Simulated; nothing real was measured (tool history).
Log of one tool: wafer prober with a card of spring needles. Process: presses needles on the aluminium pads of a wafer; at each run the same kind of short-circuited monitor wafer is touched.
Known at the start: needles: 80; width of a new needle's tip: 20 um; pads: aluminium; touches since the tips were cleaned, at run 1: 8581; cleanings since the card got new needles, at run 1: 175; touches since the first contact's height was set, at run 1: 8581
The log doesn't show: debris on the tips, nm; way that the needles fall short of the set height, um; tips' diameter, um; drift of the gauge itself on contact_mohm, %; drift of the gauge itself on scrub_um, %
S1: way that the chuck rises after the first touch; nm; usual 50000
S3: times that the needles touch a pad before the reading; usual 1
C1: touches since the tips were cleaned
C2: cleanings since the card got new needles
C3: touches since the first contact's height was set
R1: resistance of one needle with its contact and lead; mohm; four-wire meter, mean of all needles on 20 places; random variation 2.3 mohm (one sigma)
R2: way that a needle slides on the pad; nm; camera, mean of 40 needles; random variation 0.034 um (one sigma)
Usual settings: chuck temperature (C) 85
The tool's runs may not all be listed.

{"run": 1, "day": 0.0, "S1": 50000, "chuck temperature (C)": 85, "S3": 1, "C1": 8581, "C2": 175, "C3": 8581, "R1": 254, "R2": 11750}
{"day": 0.15, "done": "tips cleaned on abrasive film"}
{"day": 0.746, "done": "tips cleaned on abrasive film"}
{"day": 1.492, "done": "tips cleaned on abrasive film"}
{"day": 2.229, "done": "tips cleaned on abrasive film"}
{"run": 2, "day": 2.671, "S1": 50000, "chuck temperature (C)": 85, "S3": 1, "C1": 6729, "C2": 179, "C3": 48972, "R1": 253, "R2": 11770}
{"day": 2.971, "done": "tips cleaned on abrasive film"}
{"day": 3.708, "done": "tips cleaned on abrasive film"}
{"day": 4.162, "done": "height of the first contact set anew"}
{"run": 3, "day": 4.233, "S1": 50000, "chuck temperature (C)": 85, "S3": 1, "C1": 7816, "C2": 181, "C3": 1067, "R1": 251, "R2": 11750}
{"day": 4.388, "done": "tips cleaned on abrasive film"}
{"day": 4.983, "done": "tips cleaned on abrasive film"}
{"day": 5.575, "done": "tips cleaned on abrasive film"}
{"day": 6.321, "done": "tips cleaned on abrasive film"}
{"day": 7.062, "done": "tips cleaned on abrasive film"}
{"run": 4, "day": 7.104, "S1": 33000, "chuck temperature (C)": 85, "S3": 1, "C1": 615, "C2": 186, "C3": 44420, "R1": 266, "R2": 7760}
{"day": 7.696, "done": "tips cleaned on abrasive film"}
{"day": 8.442, "done": "tips cleaned on abrasive film"}
{"run": 5, "day": 8.454, "S1": 50000, "chuck temperature (C)": 85, "S3": 1, "C1": 225, "C2": 188, "C3": 64888, "R1": 253, "R2": 11800}
{"day": 8.912, "done": "height of the first contact set anew"}
{"day": 9.062, "done": "tips cleaned on abrasive film"}
{"day": 9.804, "done": "tips cleaned on abrasive film"}
{"day": 10.538, "done": "tips cleaned on abrasive film"}
{"day": 11.133, "done": "tips cleaned on abrasive film"}
{"day": 11.729, "done": "tips cleaned on abrasive film"}
{"run": 6, "day": 11.825, "S1": 33000, "chuck temperature (C)": 85, "S3": 1, "C1": 1478, "C2": 193, "C3": 44076, "R1": 270, "R2": 7690}
{"day": 12.421, "done": "tips cleaned on abrasive film"}
{"day": 13.017, "done": "tips cleaned on abrasive film"}
{"day": 13.758, "done": "tips cleaned on abrasive film"}
{"day": 13.771, "done": "height of the first contact set anew"}
{"day": 14.504, "done": "tips cleaned on abrasive film"}
{"day": 15.142, "done": "tips cleaned on abrasive film"}
{"run": 7, "day": 15.142, "S1": 33000, "chuck temperature (C)": 85, "S3": 1, "C1": 0, "C2": 198, "C3": 20705, "R1": 265, "R2": 7800}
{"day": 15.875, "done": "tips cleaned on abrasive film"}
{"day": 16.612, "done": "tips cleaned on abrasive film"}
{"day": 17.204, "done": "tips cleaned on abrasive film"}
{"day": 17.95, "done": "tips cleaned on abrasive film"}
{"run": 8, "day": 18.333, "S1": 50000, "chuck temperature (C)": 85, "S3": 2, "C1": 5850, "C2": 202, "C3": 69056, "R1": 253, "R2": 11770}
{"day": 18.492, "done": "height of the first contact set anew"}
{"day": 18.646, "done": "tips cleaned on abrasive film"}
{"day": 19.388, "done": "tips cleaned on abrasive film"}
{"run": 9, "day": 19.971, "S1": 50000, "chuck temperature (C)": 85, "S3": 2, "C1": 8898, "C2": 204, "C3": 22394, "R1": 252, "R2": 11770}
{"day": 20.125, "done": "tips cleaned on abrasive film"}
{"day": 20.721, "done": "tips cleaned on abrasive film"}
{"day": 21.317, "done": "tips cleaned on abrasive film"}
{"day": 22.058, "done": "tips cleaned on abrasive film"}
{"day": 22.8, "done": "tips cleaned on abrasive film"}
{"day": 23.254, "done": "height of the first contact set anew"}
{"run": 10, "day": 23.254, "S1": 50000, "chuck temperature (C)": 85, "S3": 1, "C1": 6689, "C2": 209, "C3": 0, "R1": 251, "R2": 11810}
{"day": 23.55, "done": "tips cleaned on abrasive film"}
{"day": 24.146, "done": "tips cleaned on abrasive film"}
{"day": 24.892, "done": "tips cleaned on abrasive film"}
{"day": 25.633, "done": "tips cleaned on abrasive film"}
{"run": 11, "day": 26.029, "S1": 50000, "chuck temperature (C)": 41, "S3": 1, "C1": 6010, "C2": 213, "C3": 42001, "R1": 240, "R2": 11740}
{"day": 26.329, "done": "tips cleaned on abrasive film"}
{"day": 27.071, "done": "tips cleaned on abrasive film"}
{"day": 27.812, "done": "tips cleaned on abrasive film"}
{"day": 28.121, "done": "height of the first contact set anew"}
{"day": 28.421, "done": "tips cleaned on abrasive film"}
{"run": 12, "day": 28.75, "S1": 50000, "chuck temperature (C)": 85, "S3": 1, "C1": 5020, "C2": 217, "C3": 9520, "R1": 253, "R2": 11770}
{"day": 29.05, "done": "tips cleaned on abrasive film"}
{"day": 29.792, "done": "tips cleaned on abrasive film"}
{"run": 13, "day": 30.146, "S1": 50000, "chuck temperature (C)": 85, "S3": 1, "C1": 5375, "C2": 219, "C3": 30641, "R1": 252, "R2": 11830}
{"day": 30.446, "done": "tips cleaned on abrasive film"}
{"day": 31.042, "done": "tips cleaned on abrasive film"}
{"day": 31.783, "done": "tips cleaned on abrasive film"}
{"day": 32.525, "done": "tips cleaned on abrasive film"}
{"day": 32.983, "done": "height of the first contact set anew"}
{"run": 14, "day": 33.088, "S1": 50000, "chuck temperature (C)": 36, "S3": 1, "C1": 8348, "C2": 223, "C3": 1600, "R1": 242, "R2": 11740}
{"day": 33.238, "done": "tips cleaned on abrasive film"}
{"day": 33.983, "done": "tips cleaned on abrasive film"}
{"day": 34.483, "done": "card fitted with new needles"}
{"day": 35.075, "done": "tips cleaned on abrasive film"}
{"day": 35.671, "done": "tips cleaned on abrasive film"}
{"run": 15, "day": 35.779, "S1": 60000, "chuck temperature (C)": 85, "S3": 1, "C1": 1608, "C2": 2, "C3": 19604, "R1": 244, "R2": 14060}
{"day": 36.371, "done": "tips cleaned on abrasive film"}
{"day": 37.092, "done": "tips cleaned on abrasive film"}
{"run": 16, "day": 37.25, "S1": 60000, "chuck temperature (C)": 85, "S3": 1, "C1": 2381, "C2": 4, "C3": 41894, "R1": 250, "R2": 14050}
{"day": 37.696, "done": "tips cleaned on abrasive film"}
{"day": 38.429, "done": "tips cleaned on abrasive film"}
{"day": 39.025, "done": "tips cleaned on abrasive film"}
{"day": 39.333, "done": "height of the first contact set anew"}
{"day": 39.633, "done": "tips cleaned on abrasive film"}
{"run": 17, "day": 39.7, "S1": 60000, "chuck temperature (C)": 85, "S3": 1, "C1": 1036, "C2": 8, "C3": 5535, "R1": 249, "R2": 14140}
{"day": 40.296, "done": "tips cleaned on abrasive film"}
{"day": 40.892, "done": "tips cleaned on abrasive film"}
{"day": 41.633, "done": "tips cleaned on abrasive film"}
{"day": 42.379, "done": "tips cleaned on abrasive film"}
{"run": 18, "day": 42.5, "S1": 50000, "chuck temperature (C)": 58, "S3": 3, "C1": 1866, "C2": 12, "C3": 47891, "R1": 246, "R2": 11800}
{"day": 43.096, "done": "tips cleaned on abrasive film"}
{"day": 43.692, "done": "tips cleaned on abrasive film"}
{"day": 44.083, "done": "height of the first contact set anew"}
{"run": 19, "day": 44.083, "S1": 50000, "chuck temperature (C)": 58, "S3": 1, "C1": 5804, "C2": 14, "C3": 0, "R1": 241, "R2": 11760}
{"day": 44.383, "done": "tips cleaned on abrasive film"}
{"day": 44.979, "done": "tips cleaned on abrasive film"}
{"day": 45.575, "done": "tips cleaned on abrasive film"}
{"day": 46.317, "done": "tips cleaned on abrasive film"}
{"run": 20, "day": 46.479, "S1": 37000, "chuck temperature (C)": 91, "S3": 3, "C1": 2496, "C2": 18, "C3": 36237, "R1": 265, "R2": 8730}
{"day": 46.929, "done": "tips cleaned on abrasive film"}
{"day": 47.525, "done": "tips cleaned on abrasive film"}
{"day": 48.117, "done": "tips cleaned on abrasive film"}
{"day": 48.85, "done": "tips cleaned on abrasive film"}
{"day": 48.862, "done": "height of the first contact set anew"}
{"run": 21, "day": 49.171, "S1": 50000, "chuck temperature (C)": 44, "S3": 2, "C1": 4691, "C2": 22, "C3": 4691, "R1": 241, "R2": 11790}
{"day": 49.471, "done": "tips cleaned on abrasive film"}
{"day": 50.212, "done": "tips cleaned on abrasive film"}
{"run": 22, "day": 50.604, "S1": 50000, "chuck temperature (C)": 44, "S3": 2, "C1": 5987, "C2": 24, "C3": 26430, "R1": 234, "R2": 11800}
{"day": 50.904, "done": "tips cleaned on abrasive film"}
{"day": 51.642, "done": "tips cleaned on abrasive film"}
{"day": 52.238, "done": "tips cleaned on abrasive film"}
{"run": 23, "day": 52.45, "S1": 58000, "chuck temperature (C)": 85, "S3": 2, "C1": 3245, "C2": 27, "C3": 54316, "R1": 248, "R2": 13660}
{"day": 52.896, "done": "tips cleaned on abrasive film"}
{"day": 53.642, "done": "tips cleaned on abrasive film"}
{"day": 53.654, "done": "height of the first contact set anew"}
{"day": 54.392, "done": "tips cleaned on abrasive film"}
{"day": 54.988, "done": "tips cleaned on abrasive film"}
{"run": 24, "day": 55.025, "S1": 50000, "chuck temperature (C)": 85, "S3": 2, "C1": 550, "C2": 31, "C3": 20751, "R1": 247, "R2": 11800}
{"day": 55.621, "done": "tips cleaned on abrasive film"}
{"day": 56.362, "done": "tips cleaned on abrasive film"}
{"day": 56.958, "done": "tips cleaned on abrasive film"}
{"run": 25, "day": 57.338, "S1": 50000, "chuck temperature (C)": 57, "S3": 2, "C1": 5788, "C2": 34, "C3": 55785, "R1": 243, "R2": 11730}
{"day": 57.638, "done": "tips cleaned on abrasive film"}
{"day": 58.379, "done": "tips cleaned on abrasive film"}
{"day": 58.392, "done": "height of the first contact set anew"}
{"day": 59.133, "done": "tips cleaned on abrasive film"}
{"run": 26, "day": 59.504, "S1": 62000, "chuck temperature (C)": 59, "S3": 3, "C1": 5637, "C2": 37, "C3": 16860, "R1": 240, "R2": 14600}

4 ways to go on from here, each from the tool as it stands after run 26. What would each give?
{"day": 59.804, "done": "tips cleaned on abrasive film"}
{"day": 60.4, "done": "tips cleaned on abrasive film"}
{"day": 61.142, "done": "tips cleaned on abrasive film"}
{"day": 61.738, "done": "tips cleaned on abrasive film"}
{"day": 62.338, "done": "tips cleaned on abrasive film"}
{"run": "A", "day": 62.338, "S1": 41000, "chuck temperature (C)": 112, "S3": 1, "C1": 0, "C2": 42, "C3": 59702, "R1": "?", "R2": "?"}
{"day": 59.804, "done": "tips cleaned on abrasive film"}
{"day": 60.4, "done": "tips cleaned on abrasive film"}
{"day": 61.142, "done": "tips cleaned on abrasive film"}
{"day": 61.738, "done": "tips cleaned on abrasive film"}
{"day": 62.338, "done": "tips cleaned on abrasive film"}
{"run": "B", "day": 62.338, "S1": 62000, "chuck temperature (C)": 108, "S3": 1, "C1": 0, "C2": 42, "C3": 59702, "R1": "?", "R2": "?"}
{"day": 59.804, "done": "tips cleaned on abrasive film"}
{"day": 60.4, "done": "tips cleaned on abrasive film"}
{"day": 61.142, "done": "tips cleaned on abrasive film"}
{"day": 61.738, "done": "tips cleaned on abrasive film"}
{"day": 62.338, "done": "tips cleaned on abrasive film"}
{"run": "C", "day": 62.338, "S1": 32000, "chuck temperature (C)": 61, "S3": 1, "C1": 0, "C2": 42, "C3": 59702, "R1": "?", "R2": "?"}
{"day": 59.804, "done": "tips cleaned on abrasive film"}
{"day": 60.4, "done": "tips cleaned on abrasive film"}
{"day": 61.142, "done": "tips cleaned on abrasive film"}
{"day": 61.738, "done": "tips cleaned on abrasive film"}
{"day": 62.338, "done": "tips cleaned on abrasive film"}
{"run": "D", "day": 62.338, "S1": 30000, "chuck temperature (C)": 100, "S3": 2, "C1": 0, "C2": 42, "C3": 59702, "R1": "?", "R2": "?"}

run=A R1=267 R2=9650
run=B R1=256 R2=14630
run=C R1=260 R2=7550
run=D R1=276 R2=7080
Without the tool's hidden state the same runs would have given:
run=A R1=267 R2=9650
run=B R1=256 R2=14630
run=C R1=260 R2=7550
run=D R1=276 R2=7090
